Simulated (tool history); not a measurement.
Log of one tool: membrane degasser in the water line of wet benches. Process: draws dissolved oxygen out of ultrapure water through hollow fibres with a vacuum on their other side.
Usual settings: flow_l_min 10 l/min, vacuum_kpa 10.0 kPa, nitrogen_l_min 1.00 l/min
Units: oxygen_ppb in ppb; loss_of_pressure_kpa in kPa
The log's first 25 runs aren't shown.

Run 26, hour 989.4: usual settings but vacuum_kpa 9.6 kPa, nitrogen_l_min 0.86 l/min. Result: oxygen_ppb 370.5 ppb, loss_of_pressure_kpa 34.53 kPa.
Run 27, hour 1040.3: usual settings but flow_l_min 13 l/min, vacuum_kpa 9.6 kPa, nitrogen_l_min 1.06 l/min. Result: oxygen_ppb 523.0 ppb, loss_of_pressure_kpa 44.99 kPa.
Run 28, hour 1073.5: usual settings but flow_l_min 13 l/min, vacuum_kpa 9.6 kPa, nitrogen_l_min 1.06 l/min. Result: oxygen_ppb 518.5 ppb, loss_of_pressure_kpa 45.30 kPa.
Run 29, hour 1118.3: usual settings but flow_l_min 13 l/min, vacuum_kpa 9.6 kPa, nitrogen_l_min 1.06 l/min. Result: oxygen_ppb 517.5 ppb, loss_of_pressure_kpa 44.84 kPa.
Run 30, hour 1164.6: usual settings but flow_l_min 11 l/min, vacuum_kpa 6.4 kPa, nitrogen_l_min 1.89 l/min. Result: oxygen_ppb 297.6 ppb, loss_of_pressure_kpa 37.95 kPa.
Run 31, hour 1213.1: usual settings but flow_l_min 11 l/min, vacuum_kpa 6.4 kPa, nitrogen_l_min 1.89 l/min. Result: oxygen_ppb 297.7 ppb, loss_of_pressure_kpa 38.06 kPa.
Run 32, hour 1243.2: usual settings but flow_l_min 9 l/min, vacuum_kpa 6.4 kPa, nitrogen_l_min 2.09 l/min. Result: oxygen_ppb 198.3 ppb, loss_of_pressure_kpa 31.15 kPa.
Run 33, hour 1282.3: usual settings but flow_l_min 7 l/min, vacuum_kpa 6.4 kPa, nitrogen_l_min 2.72 l/min. Result: oxygen_ppb 113.4 ppb, loss_of_pressure_kpa 24.29 kPa.

3 ways to go on from here, each from the tool as it stands after run 33. What would each give?
Run A, hour 1335.9: usual settings but nitrogen_l_min 2.72 l/min. Result: oxygen_ppb ?, loss_of_pressure_kpa ?.
Run B, hour 1335.9: usual settings but vacuum_kpa 9.9 kPa, nitrogen_l_min 2.38 l/min. Result: oxygen_ppb ?, loss_of_pressure_kpa ?.
Run C, hour 1335.9: usual settings but flow_l_min 7 l/min, vacuum_kpa 8.7 kPa, nitrogen_l_min 0.70 l/min. Result: oxygen_ppb ?, loss_of_pressure_kpa ?.

run  oxygen_ppb  loss_of_pressure_kpa
  A       271.4                 34.68
  B       282.4                 34.54
  C       218.2                 24.20
Without the tool's hidden state the same runs would have given:
run  oxygen_ppb  loss_of_pressure_kpa
  A       271.1                 34.67
  B       282.0                 34.53
  C       217.9                 24.19

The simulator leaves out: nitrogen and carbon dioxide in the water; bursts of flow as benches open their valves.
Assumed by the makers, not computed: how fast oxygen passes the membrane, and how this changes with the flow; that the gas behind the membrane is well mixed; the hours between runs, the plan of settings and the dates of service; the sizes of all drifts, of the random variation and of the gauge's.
